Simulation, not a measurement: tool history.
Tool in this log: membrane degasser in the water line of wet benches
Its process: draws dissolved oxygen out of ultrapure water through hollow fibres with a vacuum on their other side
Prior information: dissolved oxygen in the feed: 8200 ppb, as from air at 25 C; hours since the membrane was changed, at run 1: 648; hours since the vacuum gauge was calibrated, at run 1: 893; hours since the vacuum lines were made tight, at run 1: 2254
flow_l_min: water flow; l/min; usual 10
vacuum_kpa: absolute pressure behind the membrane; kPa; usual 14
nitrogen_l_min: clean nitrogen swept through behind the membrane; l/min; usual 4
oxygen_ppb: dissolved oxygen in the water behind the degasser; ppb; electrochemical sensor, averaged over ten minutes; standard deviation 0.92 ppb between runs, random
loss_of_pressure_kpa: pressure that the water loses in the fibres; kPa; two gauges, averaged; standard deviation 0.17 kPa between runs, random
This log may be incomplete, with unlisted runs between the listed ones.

run	hour	flow_l_min	vacuum_kpa	nitrogen_l_min	hours since the membrane was changed	hours since the vacuum gauge was calibrated	hours since the vacuum lines were made tight	oxygen_ppb	loss_of_pressure_kpa
1	0	10	14	4	648	893	2254	97.8	38.46
2	40.9	10	14	4	689	934	2295	97.3	38.49
3	84.2	10	19.5	4	733	978	2339	132.4	38.35
4	122.6	10	14	5.48	771	1016	2377	80.8	38.39
5	146.7	10	14	5.48	795	1040	2401	79.7	38.32
6	187.1	10	14	7.52	835	1080	2442	66.5	38.38
7	206.7	10	14	4	855	1100	2461	97.5	38.53
8	228.9	10	14	4	877	1122	2483	98.7	38.33
9	257.8	10	14	4	906	1151	2512	97.9	38.56
10	297.6	10	14	4	946	1191	2552	98.4	38.15
11	326	10	14	4	974	1219	2580	99.1	38.51
12	361.3	10	14	4	1010	1255	2616	99.5	38.38
13	398.1	12	14	4	1046	1291	2653	126.5	46.19
14	436.4	12	14	4	1085	1330	2691	124.1	46.05
15	481.5	10	14	4	1130	1375	2736	99.6	38.29
# hour 485.5: vacuum gauge calibrated
16	516.3	10	14	4	1164	31	2770	98.4	38.71
17	540.1	11	14	4	1188	55	2794	111.7	42.29
18	567.3	9	14	9.9	1215	82	2821	50	34.74
19	604.1	9	14	9.9	1252	119	2858	49.8	34.46
20	643.7	7	13.9	2.67	1292	158	2898	85.5	27.04
# hour 670.8: vacuum gauge calibrated, once more
21	681.1	7	13.9	2.67	1328	10	2935	85.5	27.21
22	719.1	7	9.1	6.23	1366	48	2973	32.5	26.81
23	755.5	8	10.1	9.07	1403	85	3009	36.4	30.84
24	781.2	8	10.1	9.07	1429	110	3035	36	30.93
25	818.7	8	10.1	9.07	1466	148	3072	36.4	30.91
26	848.3	13	18.5	2.56	1496	177	3102	238.1	50.11
27	892.9	9	17.3	2.56	1540	222	3146	147	34.81
28	912.5	10	24.5	6.98	1560	242	3166	109.4	38.65
29	932.4	10	24.5	9.74	1580	262	3186	87.8	38.65
30	968.9	10	24.5	9.74	1616	298	3222	88.3	38.79
31	1011	10	24.5	9.74	1658	340	3264	86.8	38.45
32	1052.1	10	24.5	9.74	1699	381	3306	86.5	38.46

Branching from run 32: 4 alternative next runs. What would each branch give?
A	1085.6	11	14	1.78	1733	415	3339	?	?
B	1085.6	11	14	4.08	1733	415	3339	?	?
C	1085.6	10	14	2.16	1733	415	3339	?	?
D	1085.6	15	11.1	4.05	1733	415	3339	?	?

run	oxygen_ppb	loss_of_pressure_kpa
A	198.1	42.53
B	111.1	42.62
C	154.9	38.56
D	138.3	57.98
With the hidden condition removed and each run's random variation left untouched, the same runs would have given:
run	oxygen_ppb	loss_of_pressure_kpa
A	194.7	42.19
B	108.6	42.27
C	152.1	38.24
D	134.9	57.51

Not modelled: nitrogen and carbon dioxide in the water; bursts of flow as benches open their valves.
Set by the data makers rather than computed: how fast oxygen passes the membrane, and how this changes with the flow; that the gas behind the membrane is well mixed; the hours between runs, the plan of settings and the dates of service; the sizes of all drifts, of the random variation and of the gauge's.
